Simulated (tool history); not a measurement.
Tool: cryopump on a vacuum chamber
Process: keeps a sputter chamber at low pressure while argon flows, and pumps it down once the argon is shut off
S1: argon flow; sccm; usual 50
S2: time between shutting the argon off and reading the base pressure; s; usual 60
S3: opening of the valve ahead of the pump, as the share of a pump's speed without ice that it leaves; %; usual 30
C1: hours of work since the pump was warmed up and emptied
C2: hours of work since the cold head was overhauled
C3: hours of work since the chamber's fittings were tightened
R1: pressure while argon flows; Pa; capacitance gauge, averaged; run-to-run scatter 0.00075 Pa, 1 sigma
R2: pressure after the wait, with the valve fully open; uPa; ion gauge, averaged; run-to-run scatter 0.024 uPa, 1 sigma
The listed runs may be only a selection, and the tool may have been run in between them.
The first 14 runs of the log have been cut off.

Run 15, hour 633.4: usual settings but S1 93 sccm; C1 476; C2 1413; C3 217. Result: R1 0.2682 Pa, R2 0.99 uPa.
Run 16, hour 678.1: usual settings but S1 93 sccm; C1 504; C2 1442; C3 245. Result: R1 0.2687 Pa, R2 0.97 uPa.
Run 17, hour 737.3: usual settings but S1 93 sccm; C1 542; C2 1480; C3 283. Result: R1 0.2709 Pa, R2 1.00 uPa.
Run 18, hour 779.6: usual settings but S1 93 sccm; C1 569; C2 1507; C3 310. Result: R1 0.2675 Pa, R2 1.05 uPa.
Run 19, hour 813.4: usual settings but S3 20 %; C1 591; C2 1528; C3 331. Result: R1 0.2151 Pa, R2 1.02 uPa.
Run 20, hour 849.3: usual settings but S2 25 s, S3 41 %; C1 614; C2 1551; C3 354. Result: R1 0.1072 Pa, R2 2.01 uPa.
Run 21, hour 913.8: usual settings but S2 25 s, S3 41 %; C1 655; C2 1592; C3 395. Result: R1 0.1086 Pa, R2 2.10 uPa.
Run 22, hour 963.1: usual settings but S1 81 sccm, S3 21 %; C1 686; C2 1624; C3 427. Result: R1 0.3319 Pa, R2 1.06 uPa.
Run 23, hour 1006.6: usual settings but S1 32 sccm, S2 50 s, S3 25 %; C1 714; C2 1651; C3 455. Result: R1 0.1113 Pa, R2 1.20 uPa.
Run 24, hour 1068.2: usual settings but S1 32 sccm, S2 50 s, S3 25 %; C1 753; C2 1691; C3 494. Result: R1 0.1121 Pa, R2 1.23 uPa.
Run 25, hour 1121.7: usual settings but S1 32 sccm, S2 50 s, S3 25 %; C1 787; C2 1725; C3 528. Result: R1 0.1124 Pa, R2 1.22 uPa.
Run 26, hour 1166.8: usual settings but S2 213 s, S3 21 %; C1 816; C2 1754; C3 557. Result: R1 0.2066 Pa, R2 0.51 uPa.
Run 27, hour 1208.7: usual settings but S2 213 s, S3 21 %; C1 843; C2 1780; C3 584. Result: R1 0.2082 Pa, R2 0.51 uPa.

Forecast run 28:
Run 28, hour 1252.7: usual settings but S1 26 sccm, S3 44 %; C1 871; C2 1808; C3 612. Result: R1 ?, R2 ?.

{"run 28": {"R1": 0.0546, "R2": 1.09}}
With the hidden condition absent and the run-to-run variation left alone, this run would have shown R1 0.0497 Pa, R2 0.93 uPa.
